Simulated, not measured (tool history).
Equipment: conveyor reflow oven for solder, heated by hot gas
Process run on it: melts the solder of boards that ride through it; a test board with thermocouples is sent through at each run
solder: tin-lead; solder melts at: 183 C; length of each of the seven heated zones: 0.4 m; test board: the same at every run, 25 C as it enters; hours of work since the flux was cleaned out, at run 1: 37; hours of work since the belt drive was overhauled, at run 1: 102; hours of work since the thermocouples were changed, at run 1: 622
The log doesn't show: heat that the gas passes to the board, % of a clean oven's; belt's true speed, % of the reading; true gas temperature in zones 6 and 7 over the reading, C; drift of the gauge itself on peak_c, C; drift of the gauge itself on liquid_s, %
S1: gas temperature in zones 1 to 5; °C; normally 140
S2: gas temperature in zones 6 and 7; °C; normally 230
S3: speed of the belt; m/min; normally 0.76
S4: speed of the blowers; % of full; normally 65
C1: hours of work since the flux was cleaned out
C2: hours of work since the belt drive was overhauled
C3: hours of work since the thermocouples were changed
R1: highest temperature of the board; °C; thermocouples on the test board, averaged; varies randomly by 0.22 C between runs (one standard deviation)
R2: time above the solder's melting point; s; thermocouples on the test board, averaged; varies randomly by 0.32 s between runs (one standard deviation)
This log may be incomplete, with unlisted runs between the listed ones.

{"run": 1, "hour": 0.0, "S1": 140, "S2": 230, "S3": 0.76, "S4": 65, "C1": 37, "C2": 102, "C3": 622, "R1": 213.6, "R2": 45.6}
{"run": 2, "hour": 14.7, "S1": 140, "S2": 230, "S3": 0.76, "S4": 65, "C1": 45, "C2": 109, "C3": 629, "R1": 214.1, "R2": 45.5}
{"run": 3, "hour": 23.5, "S1": 140, "S2": 230, "S3": 0.76, "S4": 65, "C1": 49, "C2": 114, "C3": 634, "R1": 214, "R2": 45.2}
{"run": 4, "hour": 43.1, "S1": 140, "S2": 230, "S3": 0.76, "S4": 65, "C1": 59, "C2": 124, "C3": 644, "R1": 213.8, "R2": 45.3}
{"run": 5, "hour": 53.9, "S1": 140, "S2": 230, "S3": 0.76, "S4": 65, "C1": 65, "C2": 129, "C3": 649, "R1": 213.8, "R2": 45.4}
{"run": 6, "hour": 67.5, "S1": 140, "S2": 230, "S3": 0.76, "S4": 65, "C1": 72, "C2": 136, "C3": 656, "R1": 213.5, "R2": 45.1}
{"run": 7, "hour": 88.2, "S1": 140, "S2": 230, "S3": 0.76, "S4": 65, "C1": 82, "C2": 147, "C3": 667, "R1": 213.5, "R2": 44.9}
{"run": 8, "hour": 101.5, "S1": 140, "S2": 230, "S3": 0.783, "S4": 65, "C1": 89, "C2": 153, "C3": 673, "R1": 212.7, "R2": 43}
{"run": 9, "hour": 119.5, "S1": 125, "S2": 230, "S3": 0.76, "S4": 65, "C1": 98, "C2": 162, "C3": 682, "R1": 210.7, "R2": 38.9}
{"run": 10, "hour": 134.3, "S1": 125, "S2": 230, "S3": 0.76, "S4": 65, "C1": 105, "C2": 170, "C3": 690, "R1": 210.4, "R2": 38.7}
{"run": 11, "hour": 153.6, "S1": 125, "S2": 230, "S3": 0.76, "S4": 65, "C1": 115, "C2": 180, "C3": 700, "R1": 210, "R2": 39.1}
{"run": 12, "hour": 163.2, "S1": 143, "S2": 230, "S3": 0.76, "S4": 65, "C1": 120, "C2": 185, "C3": 705, "R1": 214.2, "R2": 47.3}
{"run": 13, "hour": 182.1, "S1": 143, "S2": 230, "S3": 0.76, "S4": 65, "C1": 130, "C2": 194, "C3": 714, "R1": 214.3, "R2": 46.5}
{"run": 14, "hour": 200.6, "S1": 143, "S2": 230, "S3": 0.76, "S4": 65, "C1": 139, "C2": 203, "C3": 723, "R1": 214, "R2": 46.3}
{"run": 15, "hour": 220.1, "S1": 143, "S2": 230, "S3": 0.76, "S4": 65, "C1": 149, "C2": 213, "C3": 733, "R1": 214, "R2": 46.9}
{"run": 16, "hour": 238.8, "S1": 143, "S2": 230, "S3": 0.76, "S4": 65, "C1": 158, "C2": 223, "C3": 743, "R1": 214, "R2": 47}
{"run": 17, "hour": 248.1, "S1": 143, "S2": 230, "S3": 0.76, "S4": 65, "C1": 163, "C2": 228, "C3": 748, "R1": 213.6, "R2": 47.2}
{"run": 18, "hour": 263.6, "S1": 143, "S2": 230, "S3": 0.76, "S4": 65, "C1": 171, "C2": 235, "C3": 755, "R1": 214.3, "R2": 46.5}

Estimate the outcome of run 19 from the log above:
{"run": 19, "hour": 276.9, "S1": 140, "S2": 230, "S3": 0.76, "S4": 77, "C1": 178, "C2": 242, "C3": 762, "R1": "?", "R2": "?"}

{"run 19": {"R1": 215.7, "R2": 46.4}}
Had the tool carried no hidden state, the very same run would have given R1 215.7 °C, R2 46.3 s.
